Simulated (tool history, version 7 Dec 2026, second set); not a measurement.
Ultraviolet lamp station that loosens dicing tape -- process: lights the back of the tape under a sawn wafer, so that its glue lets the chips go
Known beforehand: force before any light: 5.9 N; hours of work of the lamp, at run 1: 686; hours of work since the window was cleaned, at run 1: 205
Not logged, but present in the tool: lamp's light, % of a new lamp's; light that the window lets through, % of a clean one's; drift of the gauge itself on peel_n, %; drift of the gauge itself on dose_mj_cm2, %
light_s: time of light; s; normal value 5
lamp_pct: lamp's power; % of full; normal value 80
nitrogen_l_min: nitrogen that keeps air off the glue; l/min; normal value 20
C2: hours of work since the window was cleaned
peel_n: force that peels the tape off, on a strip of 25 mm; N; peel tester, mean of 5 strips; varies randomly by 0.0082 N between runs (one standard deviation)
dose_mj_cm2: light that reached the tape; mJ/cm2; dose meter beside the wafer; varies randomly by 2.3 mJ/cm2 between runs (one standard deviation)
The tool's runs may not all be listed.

{"run": 1, "hour": 0.0, "light_s": 5, "lamp_pct": 80, "nitrogen_l_min": 20, "hours of work of the lamp": 686, "C2": 205, "peel_n": 0.69, "dose_mj_cm2": 139}
{"run": 2, "hour": 21.7, "light_s": 5, "lamp_pct": 80, "nitrogen_l_min": 20, "hours of work of the lamp": 699, "C2": 218, "peel_n": 0.717, "dose_mj_cm2": 134}
{"hour": 44.1, "done": "window cleaned of glue's vapour"}
{"run": 3, "hour": 46.2, "light_s": 5, "lamp_pct": 80, "nitrogen_l_min": 20, "hours of work of the lamp": 714, "C2": 1, "peel_n": 0.783, "dose_mj_cm2": 129}
{"run": 4, "hour": 73.0, "light_s": 5, "lamp_pct": 80, "nitrogen_l_min": 20, "hours of work of the lamp": 731, "C2": 18, "peel_n": 0.818, "dose_mj_cm2": 129}
{"run": 5, "hour": 111.3, "light_s": 5, "lamp_pct": 80, "nitrogen_l_min": 20, "hours of work of the lamp": 754, "C2": 41, "peel_n": 0.839, "dose_mj_cm2": 122}
{"hour": 140.4, "done": "lamp changed"}
{"run": 6, "hour": 147.7, "light_s": 5, "lamp_pct": 80, "nitrogen_l_min": 20, "hours of work of the lamp": 4, "C2": 63, "peel_n": 0.395, "dose_mj_cm2": 195}
{"run": 7, "hour": 183.5, "light_s": 5, "lamp_pct": 80, "nitrogen_l_min": 20, "hours of work of the lamp": 27, "C2": 85, "peel_n": 0.415, "dose_mj_cm2": 192}
{"hour": 201.9, "done": "window cleaned of glue's vapour, once more"}
{"run": 8, "hour": 213.1, "light_s": 5, "lamp_pct": 80, "nitrogen_l_min": 20, "hours of work of the lamp": 45, "C2": 7, "peel_n": 0.337, "dose_mj_cm2": 228}
{"run": 9, "hour": 235.0, "light_s": 4, "lamp_pct": 80, "nitrogen_l_min": 20, "hours of work of the lamp": 58, "C2": 20, "peel_n": 0.472, "dose_mj_cm2": 181}
{"run": 10, "hour": 264.6, "light_s": 5, "lamp_pct": 80, "nitrogen_l_min": 11, "hours of work of the lamp": 76, "C2": 39, "peel_n": 0.466, "dose_mj_cm2": 220}
{"run": 11, "hour": 289.4, "light_s": 5, "lamp_pct": 80, "nitrogen_l_min": 20, "hours of work of the lamp": 92, "C2": 54, "peel_n": 0.348, "dose_mj_cm2": 217}
{"run": 12, "hour": 330.0, "light_s": 5, "lamp_pct": 80, "nitrogen_l_min": 20, "hours of work of the lamp": 117, "C2": 79, "peel_n": 0.359, "dose_mj_cm2": 214}
{"run": 13, "hour": 369.9, "light_s": 5, "lamp_pct": 80, "nitrogen_l_min": 20, "hours of work of the lamp": 141, "C2": 104, "peel_n": 0.366, "dose_mj_cm2": 207}
{"run": 14, "hour": 392.5, "light_s": 5, "lamp_pct": 88, "nitrogen_l_min": 8, "hours of work of the lamp": 155, "C2": 117, "peel_n": 0.555, "dose_mj_cm2": 222}
{"run": 15, "hour": 425.9, "light_s": 5, "lamp_pct": 75, "nitrogen_l_min": 20, "hours of work of the lamp": 176, "C2": 138, "peel_n": 0.424, "dose_mj_cm2": 190}
{"run": 16, "hour": 453.4, "light_s": 5, "lamp_pct": 78, "nitrogen_l_min": 21, "hours of work of the lamp": 193, "C2": 155, "peel_n": 0.403, "dose_mj_cm2": 193}
{"run": 17, "hour": 476.1, "light_s": 5, "lamp_pct": 80, "nitrogen_l_min": 34, "hours of work of the lamp": 207, "C2": 169, "peel_n": 0.344, "dose_mj_cm2": 189}
{"run": 18, "hour": 504.1, "light_s": 9, "lamp_pct": 78, "nitrogen_l_min": 20, "hours of work of the lamp": 224, "C2": 186, "peel_n": 0.245, "dose_mj_cm2": 337}
{"run": 19, "hour": 542.1, "light_s": 5, "lamp_pct": 76, "nitrogen_l_min": 20, "hours of work of the lamp": 247, "C2": 210, "peel_n": 0.46, "dose_mj_cm2": 181}
{"run": 20, "hour": 567.1, "light_s": 5, "lamp_pct": 76, "nitrogen_l_min": 20, "hours of work of the lamp": 263, "C2": 225, "peel_n": 0.489, "dose_mj_cm2": 173}
{"hour": 577.8, "done": "window cleaned of glue's vapour"}
{"run": 21, "hour": 588.2, "light_s": 5, "lamp_pct": 76, "nitrogen_l_min": 20, "hours of work of the lamp": 275, "C2": 6, "peel_n": 0.436, "dose_mj_cm2": 187}
{"run": 22, "hour": 611.8, "light_s": 3, "lamp_pct": 60, "nitrogen_l_min": 39, "hours of work of the lamp": 290, "C2": 21, "peel_n": 1.045, "dose_mj_cm2": 90}
{"run": 23, "hour": 642.4, "light_s": 4, "lamp_pct": 96, "nitrogen_l_min": 31, "hours of work of the lamp": 309, "C2": 40, "peel_n": 0.377, "dose_mj_cm2": 184}

Here are 3 independent what-if runs from the current tool condition. What would each one return?
{"run": "A", "hour": 668.5, "light_s": 6, "lamp_pct": 80, "nitrogen_l_min": 20, "hours of work of the lamp": 325, "C2": 56, "peel_n": "?", "dose_mj_cm2": "?"}
{"run": "B", "hour": 668.5, "light_s": 6, "lamp_pct": 96, "nitrogen_l_min": 31, "hours of work of the lamp": 325, "C2": 56, "peel_n": "?", "dose_mj_cm2": "?"}
{"run": "C", "hour": 668.5, "light_s": 5, "lamp_pct": 83, "nitrogen_l_min": 16, "hours of work of the lamp": 325, "C2": 56, "peel_n": "?", "dose_mj_cm2": "?"}

run=A peel_n=0.326 dose_mj_cm2=231
run=B peel_n=0.266 dose_mj_cm2=280
run=C peel_n=0.450 dose_mj_cm2=199
The same runs, with their run-to-run variation unchanged, on a tool lacking any hidden condition would have given:
run=A peel_n=0.270 dose_mj_cm2=285
run=B peel_n=0.252 dose_mj_cm2=345
run=C peel_n=0.338 dose_mj_cm2=246

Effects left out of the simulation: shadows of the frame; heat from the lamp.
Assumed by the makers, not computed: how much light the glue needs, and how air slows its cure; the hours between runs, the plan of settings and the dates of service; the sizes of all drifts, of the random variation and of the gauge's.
